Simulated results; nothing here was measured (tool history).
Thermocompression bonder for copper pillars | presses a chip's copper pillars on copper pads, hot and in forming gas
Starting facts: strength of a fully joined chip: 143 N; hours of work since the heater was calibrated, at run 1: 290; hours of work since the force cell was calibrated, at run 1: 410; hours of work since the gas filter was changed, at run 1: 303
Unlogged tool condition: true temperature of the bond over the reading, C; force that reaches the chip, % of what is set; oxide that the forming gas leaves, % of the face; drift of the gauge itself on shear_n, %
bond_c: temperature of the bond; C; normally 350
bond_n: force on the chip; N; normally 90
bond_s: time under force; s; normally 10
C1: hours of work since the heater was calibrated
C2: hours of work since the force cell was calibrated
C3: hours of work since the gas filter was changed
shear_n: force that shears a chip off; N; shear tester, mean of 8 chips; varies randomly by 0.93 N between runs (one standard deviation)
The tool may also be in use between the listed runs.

Run 1, day 0: usual settings; C1 290; C2 410; C3 303. Result: shear_n 66.9 N.
At day 0.404: forming gas filter changed.
Run 2, day 0.567: usual settings; C1 296; C2 416; C3 2. Result: shear_n 76.1 N.
Run 3, day 1.4: usual settings but bond_n 72 N; C1 305; C2 425; C3 11. Result: shear_n 63 N.
Run 4, day 1.958: usual settings; C1 311; C2 431; C3 17. Result: shear_n 74.4 N.
Run 5, day 2.392: usual settings; C1 316; C2 436; C3 22. Result: shear_n 74.4 N.
Run 6, day 3.033: usual settings; C1 323; C2 443; C3 29. Result: shear_n 75.5 N.
Run 7, day 3.446: usual settings; C1 327; C2 447; C3 33. Result: shear_n 74.9 N.
Run 8, day 3.9: usual settings; C1 332; C2 452; C3 38. Result: shear_n 74 N.
Run 9, day 4.783: usual settings; C1 342; C2 462; C3 48. Result: shear_n 74.1 N.
Run 10, day 5.362: usual settings but bond_c 356 C; C1 348; C2 468; C3 54. Result: shear_n 77.8 N.
Run 11, day 5.862: usual settings but bond_c 342 C; C1 353; C2 474; C3 59. Result: shear_n 67.3 N.
Run 12, day 6.525: usual settings but bond_c 342 C; C1 361; C2 481; C3 67. Result: shear_n 68.1 N.
Run 13, day 7.408: usual settings but bond_c 342 C; C1 370; C2 490; C3 76. Result: shear_n 68.5 N.
Run 14, day 8.062: usual settings but bond_c 342 C; C1 377; C2 497; C3 83. Result: shear_n 64.9 N.
Run 15, day 8.425: usual settings but bond_c 342 C; C1 381; C2 501; C3 87. Result: shear_n 67.7 N.
Run 16, day 9.304: usual settings but bond_c 334 C; C1 391; C2 511; C3 97. Result: shear_n 60.9 N.
Run 17, day 9.879: usual settings but bond_c 334 C; C1 397; C2 517; C3 103. Result: shear_n 62.4 N.
Run 18, day 10.742: usual settings but bond_c 334 C; C1 406; C2 527; C3 112. Result: shear_n 60.7 N.
Run 19, day 11.342: usual settings; C1 413; C2 533; C3 119. Result: shear_n 71.8 N.
Run 20, day 11.742: usual settings; C1 417; C2 537; C3 123. Result: shear_n 70.8 N.
Run 21, day 12.571: usual settings but bond_c 336 C, bond_n 112 N, bond_s 6 s; C1 426; C2 547; C3 132. Result: shear_n 59.9 N.
Run 22, day 13.2: usual settings but bond_c 336 C, bond_n 112 N, bond_s 6 s; C1 433; C2 553; C3 139. Result: shear_n 58.6 N.
Run 23, day 14.096: usual settings but bond_c 336 C, bond_n 112 N, bond_s 6 s; C1 443; C2 563; C3 149. Result: shear_n 58.7 N.
Run 24, day 14.808: usual settings but bond_c 345 C, bond_n 112 N, bond_s 19 s; C1 451; C2 571; C3 157. Result: shear_n 91.7 N.
Run 25, day 15.567: usual settings but bond_n 67 N; C1 459; C2 579; C3 165. Result: shear_n 55.1 N.
Run 26, day 15.942: usual settings but bond_c 343 C, bond_n 61 N, bond_s 19 s; C1 463; C2 583; C3 169. Result: shear_n 61.3 N.
Run 27, day 16.562: usual settings but bond_c 343 C, bond_n 133 N, bond_s 19 s; C1 470; C2 590; C3 176. Result: shear_n 99.2 N.
Run 28, day 17.125: usual settings but bond_c 343 C, bond_n 133 N, bond_s 19 s; C1 476; C2 596; C3 182. Result: shear_n 98.5 N.
Run 29, day 17.867: usual settings but bond_c 343 C, bond_n 133 N, bond_s 19 s; C1 484; C2 604; C3 190. Result: shear_n 99.1 N.
Run 30, day 18.658: usual settings but bond_c 343 C, bond_n 79 N, bond_s 19 s; C1 493; C2 613; C3 199. Result: shear_n 72.5 N.
Run 31, day 19.421: usual settings but bond_c 345 C, bond_n 72 N, bond_s 7 s; C1 501; C2 621; C3 207. Result: shear_n 48.2 N.
Run 32, day 20.317: usual settings but bond_n 84 N; C1 511; C2 631; C3 217. Result: shear_n 64.8 N.
Run 33, day 20.692: usual settings but bond_c 324 C, bond_n 105 N; C1 515; C2 635; C3 221. Result: shear_n 58.9 N.
Run 34, day 21.092: usual settings but bond_c 370 C, bond_n 78 N, bond_s 8 s; C1 519; C2 639; C3 225. Result: shear_n 67.5 N.
Run 35, day 21.825: usual settings but bond_c 370 C, bond_n 78 N, bond_s 8 s; C1 527; C2 647; C3 233. Result: shear_n 67.2 N.
Run 36, day 22.375: usual settings but bond_c 370 C, bond_n 78 N, bond_s 8 s; C1 533; C2 653; C3 239. Result: shear_n 66.4 N.
Run 37, day 23.15: usual settings but bond_c 331 C; C1 541; C2 662; C3 247. Result: shear_n 55.6 N.
Run 38, day 23.821: usual settings but bond_c 349 C, bond_s 26 s; C1 549; C2 669; C3 255. Result: shear_n 87.4 N.
Run 39, day 24.446: usual settings but bond_c 321 C, bond_n 67 N, bond_s 9 s; C1 556; C2 676; C3 262. Result: shear_n 36.8 N.
Run 40, day 25.283: usual settings but bond_c 341 C, bond_n 104 N, bond_s 8 s; C1 565; C2 685; C3 271. Result: shear_n 62.7 N.

Describe how what the log doesn't record of the tool's condition differs between the last listed run preceding each entry between runs and the first listed run following it.
Run 1 -> run 2: forming gas filter changed (day 0.404)
  oxide that the forming gas leaves, % of the face: 12.01 -> 0.7
  difference, measured minus the result without the unlogged condition, shear_n: -11.6 -> -3 N
